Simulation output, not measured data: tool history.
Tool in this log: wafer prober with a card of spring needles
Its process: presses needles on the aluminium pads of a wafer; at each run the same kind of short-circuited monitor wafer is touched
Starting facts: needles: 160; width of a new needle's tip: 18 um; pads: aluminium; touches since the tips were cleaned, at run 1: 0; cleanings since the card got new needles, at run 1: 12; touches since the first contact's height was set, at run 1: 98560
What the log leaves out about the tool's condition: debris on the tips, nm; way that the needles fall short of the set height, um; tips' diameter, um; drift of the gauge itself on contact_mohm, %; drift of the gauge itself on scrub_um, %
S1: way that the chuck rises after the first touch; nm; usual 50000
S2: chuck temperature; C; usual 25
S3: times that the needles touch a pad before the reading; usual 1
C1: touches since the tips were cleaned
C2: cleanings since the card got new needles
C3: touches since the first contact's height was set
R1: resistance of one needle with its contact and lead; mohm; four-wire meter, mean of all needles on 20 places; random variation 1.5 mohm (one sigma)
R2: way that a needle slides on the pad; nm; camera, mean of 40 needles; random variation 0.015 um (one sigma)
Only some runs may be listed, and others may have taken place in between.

run	hour	S1	S2	S3	C1	C2	C3	R1	R2
1	0.0	50000	25	1	0	12	98560	146	11330
# hour 21.7: tips cleaned on abrasive film
# hour 39.0: tips cleaned on abrasive film
# hour 56.5: height of the first contact set anew
# hour 61.0: tips cleaned on abrasive film
# hour 78.3: tips cleaned on abrasive film
2	86.2	50000	25	1	3155	16	11757	147	11320
# hour 99.2: tips cleaned on abrasive film
# hour 116.6: tips cleaned on abrasive film
3	131.4	67000	25	1	5918	18	29716	142	15150
# hour 135.8: tips cleaned on abrasive film
# hour 153.2: tips cleaned on abrasive film
# hour 174.8: tips cleaned on abrasive film
# hour 196.5: tips cleaned on abrasive film
# hour 216.6: tips cleaned on abrasive film
4	216.6	67000	25	1	0	23	63509	141	15150
# hour 238.3: tips cleaned on abrasive film
# hour 259.9: tips cleaned on abrasive film
# hour 277.3: tips cleaned on abrasive film
# hour 297.5: tips cleaned on abrasive film
5	297.5	50000	25	2	0	27	95601	147	11300
# hour 319.1: tips cleaned on abrasive film
# hour 336.5: tips cleaned on abrasive film
# hour 353.8: tips cleaned on abrasive film
# hour 362.7: height of the first contact set anew
# hour 371.5: tips cleaned on abrasive film
6	384.7	50000	25	2	5265	31	8706	147	11300
# hour 389.1: tips cleaned on abrasive film
# hour 406.4: tips cleaned on abrasive film
# hour 423.8: tips cleaned on abrasive film
# hour 445.4: tips cleaned on abrasive film
7	457.3	46000	25	1	4757	35	37525	144	10410
# hour 466.0: tips cleaned on abrasive film
# hour 483.4: tips cleaned on abrasive film
# hour 500.7: tips cleaned on abrasive film
# hour 522.4: tips cleaned on abrasive film
# hour 544.0: tips cleaned on abrasive film
8	552.1	50000	25	1	3216	40	75145	146	11300
# hour 564.9: tips cleaned on abrasive film
# hour 582.3: tips cleaned on abrasive film
# hour 599.6: tips cleaned on abrasive film
# hour 617.0: tips cleaned on abrasive film
9	627.0	50000	25	1	4002	44	104881	145	11290
# hour 635.7: tips cleaned on abrasive film
# hour 653.1: tips cleaned on abrasive film
# hour 666.3: height of the first contact set anew
# hour 670.7: tips cleaned on abrasive film
# hour 688.1: tips cleaned on abrasive film
# hour 705.8: tips cleaned on abrasive film
10	705.8	50000	25	1	0	49	15622	148	11310
# hour 727.4: tips cleaned on abrasive film
# hour 744.7: tips cleaned on abrasive film
# hour 766.4: tips cleaned on abrasive film
# hour 783.8: tips cleaned on abrasive film
# hour 801.1: tips cleaned on abrasive film
11	807.3	50000	25	1	2492	54	55953	146	11300
# hour 820.4: tips cleaned on abrasive film
# hour 842.0: tips cleaned on abrasive film
# hour 859.4: tips cleaned on abrasive film
# hour 881.0: tips cleaned on abrasive film
12	891.3	50000	25	1	4078	58	89274	146	11290
# hour 900.0: tips cleaned on abrasive film
# hour 917.3: tips cleaned on abrasive film
# hour 939.0: tips cleaned on abrasive film
13	944.9	50000	25	1	2343	61	110541	145	11280
# hour 957.9: tips cleaned on abrasive film
# hour 971.1: height of the first contact set anew
# hour 975.5: tips cleaned on abrasive film
# hour 992.9: tips cleaned on abrasive film
# hour 1010.2: tips cleaned on abrasive film
# hour 1027.6: tips cleaned on abrasive film
14	1029.9	33000	55	1	909	66	23272	159	7450
# hour 1047.0: tips cleaned on abrasive film
# hour 1068.7: tips cleaned on abrasive film
# hour 1086.0: tips cleaned on abrasive film
# hour 1103.4: tips cleaned on abrasive film
15	1115.4	33000	55	1	4817	70	57257	160	7450
# hour 1124.2: tips cleaned on abrasive film
# hour 1145.7: tips cleaned on abrasive film
# hour 1163.1: tips cleaned on abrasive film
# hour 1180.4: tips cleaned on abrasive film
# hour 1202.1: tips cleaned on abrasive film
16	1217.1	33000	55	1	5970	75	97601	159	7450
# hour 1221.5: tips cleaned on abrasive film
# hour 1238.8: tips cleaned on abrasive film
# hour 1256.2: tips cleaned on abrasive film
# hour 1277.8: tips cleaned on abrasive film
# hour 1278.1: height of the first contact set anew
17	1278.3	50000	68	1	73	79	73	156	11290
# hour 1295.6: tips cleaned on abrasive film
# hour 1317.3: tips cleaned on abrasive film
# hour 1335.0: tips cleaned on abrasive film
18	1335.0	50000	103	2	0	82	22584	161	11280
# hour 1356.5: tips cleaned on abrasive film
# hour 1373.9: tips cleaned on abrasive film
# hour 1391.2: tips cleaned on abrasive film
# hour 1408.6: tips cleaned on abrasive film
# hour 1430.2: tips cleaned on abrasive film
19	1434.1	34000	25	1	1559	87	61927	153	7670
# hour 1451.3: tips cleaned on abrasive film
# hour 1468.7: tips cleaned on abrasive film
# hour 1486.0: tips cleaned on abrasive film
# hour 1507.7: tips cleaned on abrasive film
20	1512.0	34000	25	1	1723	91	92826	154	7660
# hour 1525.1: tips cleaned on abrasive film
# hour 1542.5: tips cleaned on abrasive film
21	1556.5	34000	25	1	5612	93	110523	150	7690
# hour 1560.9: tips cleaned on abrasive film
# hour 1582.6: tips cleaned on abrasive film
# hour 1582.9: height of the first contact set anew
# hour 1604.5: tips cleaned on abrasive film
# hour 1626.0: tips cleaned on abrasive film
22	1641.8	61000	49	1	6291	97	23415	148	13730
# hour 1646.2: tips cleaned on abrasive film
# hour 1663.5: tips cleaned on abrasive film
# hour 1680.9: tips cleaned on abrasive film
# hour 1702.5: tips cleaned on abrasive film
23	1710.4	33000	91	1	3136	101	50626	166	7450

Run 24 is up next; what results do you expect?
# hour 1723.4: tips cleaned on abrasive film
# hour 1740.8: tips cleaned on abrasive film
# hour 1758.1: tips cleaned on abrasive film
# hour 1775.5: tips cleaned on abrasive film
24	1786.7	33000	33	1	4493	105	80921	?	?

{"run 24": {"R1": 154, "R2": 7460}}
Were there no unlogged condition in the tool, this run, its random variation unchanged, would have produced R1 154 mohm, R2 7500 nm.
